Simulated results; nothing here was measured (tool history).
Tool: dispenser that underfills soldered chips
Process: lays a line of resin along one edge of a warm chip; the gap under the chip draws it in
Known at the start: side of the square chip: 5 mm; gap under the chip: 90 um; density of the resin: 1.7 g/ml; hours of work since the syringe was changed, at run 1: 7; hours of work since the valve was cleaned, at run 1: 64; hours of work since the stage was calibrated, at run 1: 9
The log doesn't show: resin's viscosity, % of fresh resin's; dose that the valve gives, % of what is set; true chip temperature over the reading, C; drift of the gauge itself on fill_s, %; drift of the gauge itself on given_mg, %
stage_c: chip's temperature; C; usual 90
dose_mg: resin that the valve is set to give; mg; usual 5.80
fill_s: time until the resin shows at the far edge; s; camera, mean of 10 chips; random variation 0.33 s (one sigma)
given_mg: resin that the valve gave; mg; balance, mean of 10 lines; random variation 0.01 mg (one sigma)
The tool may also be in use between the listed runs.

run	hour	stage_c	dose_mg	hours of work since the syringe was changed	hours of work since the valve was cleaned	hours of work since the stage was calibrated	fill_s	given_mg
1	0.0	90	5.80	7	64	9	20.4	5.67
2	4.5	90	5.30	10	67	12	26.2	5.17
# hour 7.6: new syringe of resin
3	9.8	90	5.80	2	70	16	13.8	5.65
4	14.6	90	5.80	5	74	19	18.8	5.67
5	19.6	99	5.80	9	77	23	16.6	5.62
6	22.5	91	5.80	11	79	25	25.2	5.63
# hour 24.6: new syringe of resin
7	25.0	90	7.07	0	81	26	12.7	6.87
# hour 28.5: dispensing valve cleaned and set on the balance
8	28.8	90	5.80	2	0	28	14.3	5.79
9	34.0	95	5.33	6	4	32	15.8	5.33
10	38.4	95	5.33	9	7	35	19.9	5.31
11	41.8	76	6.65	11	9	37	46.0	6.63
# hour 42.6: new syringe of resin
12	46.4	86	5.82	3	12	40	17.9	5.79
13	50.8	81	6.47	6	16	44	25.8	6.43
14	53.4	92	5.46	8	17	45	20.5	5.43
15	57.8	81	7.06	11	21	49	36.4	6.98

3 ways to go on from here, each from the tool as it stands after run 15. What would each give?
# hour 59.7: new syringe of resin
A	63.1	102	7.44	2	24	52	?	?
# hour 59.7: new syringe of resin
B	63.1	93	5.80	2	24	52	?	?
# hour 59.7: new syringe of resin
C	63.1	97	7.05	2	24	52	?	?

run	fill_s	given_mg
A	9.4	7.37
B	12.9	5.75
C	11.1	6.98
Without the tool's hidden state the same runs would have given:
run	fill_s	given_mg
A	8.0	7.43
B	11.0	5.80
C	9.4	7.04

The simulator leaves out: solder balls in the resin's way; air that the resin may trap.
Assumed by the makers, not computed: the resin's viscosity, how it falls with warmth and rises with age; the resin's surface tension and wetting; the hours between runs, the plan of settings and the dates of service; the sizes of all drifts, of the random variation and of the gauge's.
